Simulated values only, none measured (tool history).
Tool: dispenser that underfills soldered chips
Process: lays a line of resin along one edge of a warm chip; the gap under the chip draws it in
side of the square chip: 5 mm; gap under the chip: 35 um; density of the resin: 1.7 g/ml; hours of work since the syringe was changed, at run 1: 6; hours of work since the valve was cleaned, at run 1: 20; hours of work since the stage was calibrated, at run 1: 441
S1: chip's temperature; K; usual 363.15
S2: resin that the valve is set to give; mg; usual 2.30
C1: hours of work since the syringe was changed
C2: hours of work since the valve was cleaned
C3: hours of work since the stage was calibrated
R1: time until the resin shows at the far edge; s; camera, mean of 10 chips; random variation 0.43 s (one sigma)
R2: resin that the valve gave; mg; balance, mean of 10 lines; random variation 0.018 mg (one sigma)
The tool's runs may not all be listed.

run	hour	S1	S2	C1	C2	C3	R1	R2
1	0.0	363.15	2.30	6	20	441	45.9	2.25
# hour 7.5: new syringe of resin
2	11.2	363.15	2.30	3	28	449	39.2	2.28
# hour 23.0: new syringe of resin
3	27.5	363.15	2.30	3	40	461	39.3	2.24
# hour 37.8: new syringe of resin
4	42.5	363.15	2.30	4	52	473	39.9	2.26
5	50.1	363.15	2.30	9	57	479	55.6	2.24
# hour 52.7: new syringe of resin
6	66.4	363.15	2.30	11	70	491	57.4	2.22
# hour 68.3: new syringe of resin
7	74.2	363.15	2.30	5	76	497	43.1	2.23
# hour 83.1: new syringe of resin
8	85.6	358.15	2.11	2	84	505	45.2	2.07
9	92.8	358.15	2.11	7	90	511	60.9	2.04
# hour 98.2: new syringe of resin
10	100.2	358.15	2.11	2	95	516	43.4	2.04
11	109.0	358.15	2.11	8	102	523	65.4	2.02
# hour 113.7: new syringe of resin
12	119.1	358.15	2.11	4	109	530	51.9	2.03
# hour 129.5: new syringe of resin
13	131.8	361.15	2.30	2	119	540	39.1	2.20
# hour 144.7: new syringe of resin
14	146.2	363.15	2.98	1	130	551	34.5	2.85

Measured less the same run without the tool's hidden state. The same run-to-run variation is in both; the gauge's scatter may not be:
The hidden state here: resin's viscosity, % of fresh resin's; dose that the valve gives, % of what is set; true chip temperature over the reading, C; drift of the gauge itself on fill_s, %; drift of the gauge itself on given_mg, %.
run	R1	R2
1	+14.5	-0.01
2	+7.2	-0.02
3	+8.1	-0.03
4	+8.6	-0.05
5	+24.0	-0.05
6	+26.8	-0.06
7	+11.5	-0.07
8	+6.7	-0.06
9	+22.4	-0.07
10	+5.6	-0.07
11	+26.2	-0.08
12	+13.2	-0.09
13	+5.4	-0.11
14	+4.0	-0.14
